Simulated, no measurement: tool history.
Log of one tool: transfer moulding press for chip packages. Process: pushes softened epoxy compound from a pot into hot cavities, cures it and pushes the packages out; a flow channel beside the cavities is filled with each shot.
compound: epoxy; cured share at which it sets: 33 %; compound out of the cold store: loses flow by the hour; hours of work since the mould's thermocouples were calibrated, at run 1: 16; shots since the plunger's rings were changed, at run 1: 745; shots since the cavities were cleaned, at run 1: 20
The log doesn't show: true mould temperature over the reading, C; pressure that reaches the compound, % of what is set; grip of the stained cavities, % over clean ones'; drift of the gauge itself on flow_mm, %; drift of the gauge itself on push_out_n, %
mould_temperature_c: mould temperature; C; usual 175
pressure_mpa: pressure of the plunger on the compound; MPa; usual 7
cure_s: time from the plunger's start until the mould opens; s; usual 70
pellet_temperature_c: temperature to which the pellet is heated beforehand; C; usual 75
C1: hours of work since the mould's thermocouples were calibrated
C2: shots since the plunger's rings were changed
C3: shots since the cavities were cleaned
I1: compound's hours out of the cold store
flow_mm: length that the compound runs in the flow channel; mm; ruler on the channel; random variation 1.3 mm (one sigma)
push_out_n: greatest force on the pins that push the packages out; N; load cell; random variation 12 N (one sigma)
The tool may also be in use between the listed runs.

run 1 hour=0 | mould_temperature_c=175 pressure_mpa=7 cure_s=70 pellet_temperature_c=75 | C1=16 C2=745 C3=20 | I1=43.3 | flow_mm=652 push_out_n=566
run 2 hour=61.1 | mould_temperature_c=175 pressure_mpa=7 cure_s=70 pellet_temperature_c=75 | C1=43 C2=1408 C3=683 | I1=41.9 | flow_mm=652 push_out_n=553
-- hour=66 cavities cleaned with cleaning compound and waxed
run 3 hour=93.4 | mould_temperature_c=175 pressure_mpa=7 cure_s=70 pellet_temperature_c=75 | C1=56 C2=1742 C3=298 | I1=34.9 | flow_mm=669 push_out_n=555
-- hour=137.5 cavities cleaned with cleaning compound and waxed
run 4 hour=150.2 | mould_temperature_c=175 pressure_mpa=7 cure_s=70 pellet_temperature_c=75 | C1=81 C2=2341 C3=138 | I1=27.4 | flow_mm=686 push_out_n=559
-- hour=191.9 plunger's sealing rings changed
run 5 hour=197.1 | mould_temperature_c=172 pressure_mpa=7 cure_s=70 pellet_temperature_c=75 | C1=100 C2=56 C3=619 | I1=45.2 | flow_mm=656 push_out_n=694
-- hour=208.4 cavities cleaned with cleaning compound and waxed
run 6 hour=241.8 | mould_temperature_c=172 pressure_mpa=7 cure_s=70 pellet_temperature_c=79 | C1=119 C2=524 C3=361 | I1=11.5 | flow_mm=733 push_out_n=737
-- hour=280.5 cavities cleaned with cleaning compound and waxed
run 7 hour=297.1 | mould_temperature_c=175 pressure_mpa=7 cure_s=70 pellet_temperature_c=75 | C1=143 C2=1108 C3=180 | I1=30.7 | flow_mm=679 push_out_n=551
run 8 hour=336.7 | mould_temperature_c=175 pressure_mpa=7 cure_s=70 pellet_temperature_c=75 | C1=160 C2=1537 C3=609 | I1=23 | flow_mm=697 push_out_n=570
-- hour=347.8 cavities cleaned with cleaning compound and waxed
run 9 hour=396.7 | mould_temperature_c=175 pressure_mpa=5.67 cure_s=70 pellet_temperature_c=70 | C1=186 C2=2171 C3=529 | I1=17.1 | flow_mm=638 push_out_n=591
-- hour=417.2 cavities cleaned with cleaning compound and waxed
run 10 hour=448.3 | mould_temperature_c=175 pressure_mpa=5.67 cure_s=70 pellet_temperature_c=70 | C1=208 C2=2715 C3=338 | I1=14.1 | flow_mm=644 push_out_n=587
-- hour=456.2 plunger's sealing rings changed
-- hour=490.8 cavities cleaned with cleaning compound and waxed
run 11 hour=496.6 | mould_temperature_c=175 pressure_mpa=7 cure_s=60 pellet_temperature_c=82 | C1=228 C2=422 C3=63 | I1=12.5 | flow_mm=719 push_out_n=825
run 12 hour=531.9 | mould_temperature_c=175 pressure_mpa=7 cure_s=60 pellet_temperature_c=82 | C1=243 C2=805 C3=446 | I1=34.4 | flow_mm=668 push_out_n=762
-- hour=560.8 cavities cleaned with cleaning compound and waxed
run 13 hour=562 | mould_temperature_c=175 pressure_mpa=7 cure_s=60 pellet_temperature_c=82 | C1=256 C2=1115 C3=14 | I1=13.7 | flow_mm=717 push_out_n=810
run 14 hour=608.6 | mould_temperature_c=175 pressure_mpa=7 cure_s=70 pellet_temperature_c=83 | C1=276 C2=1621 C3=520 | I1=35.5 | flow_mm=667 push_out_n=542
-- hour=632.4 cavities cleaned with cleaning compound and waxed
run 15 hour=671.5 | mould_temperature_c=177 pressure_mpa=6.49 cure_s=80 pellet_temperature_c=82 | C1=303 C2=2286 C3=424 | I1=30.9 | flow_mm=645 push_out_n=452
-- hour=699.7 cavities cleaned with cleaning compound and waxed
-- hour=722.4 plunger's sealing rings changed
run 16 hour=726.4 | mould_temperature_c=177 pressure_mpa=5.98 cure_s=65 pellet_temperature_c=78 | C1=326 C2=44 C3=263 | I1=18.1 | flow_mm=646 push_out_n=574

3 ways to go on from here, each from the tool as it stands after run 16. What would each give?
run A hour=758.5 | mould_temperature_c=172 pressure_mpa=5.97 cure_s=70 pellet_temperature_c=73 | C1=340 C2=391 C3=610 | I1=16.7 | flow_mm=? push_out_n=?
run B hour=758.5 | mould_temperature_c=179 pressure_mpa=7.12 cure_s=65 pellet_temperature_c=78 | C1=340 C2=391 C3=610 | I1=36.6 | flow_mm=? push_out_n=?
run C hour=758.5 | mould_temperature_c=175 pressure_mpa=5.62 cure_s=55 pellet_temperature_c=75 | C1=340 C2=391 C3=610 | I1=27.9 | flow_mm=? push_out_n=?

run=A flow_mm=662 push_out_n=712
run=B flow_mm=661 push_out_n=516
run=C flow_mm=615 push_out_n=981
Without the tool's hidden state the same runs would have given:
run=A flow_mm=662 push_out_n=707
run=B flow_mm=661 push_out_n=512
run=C flow_mm=615 push_out_n=974
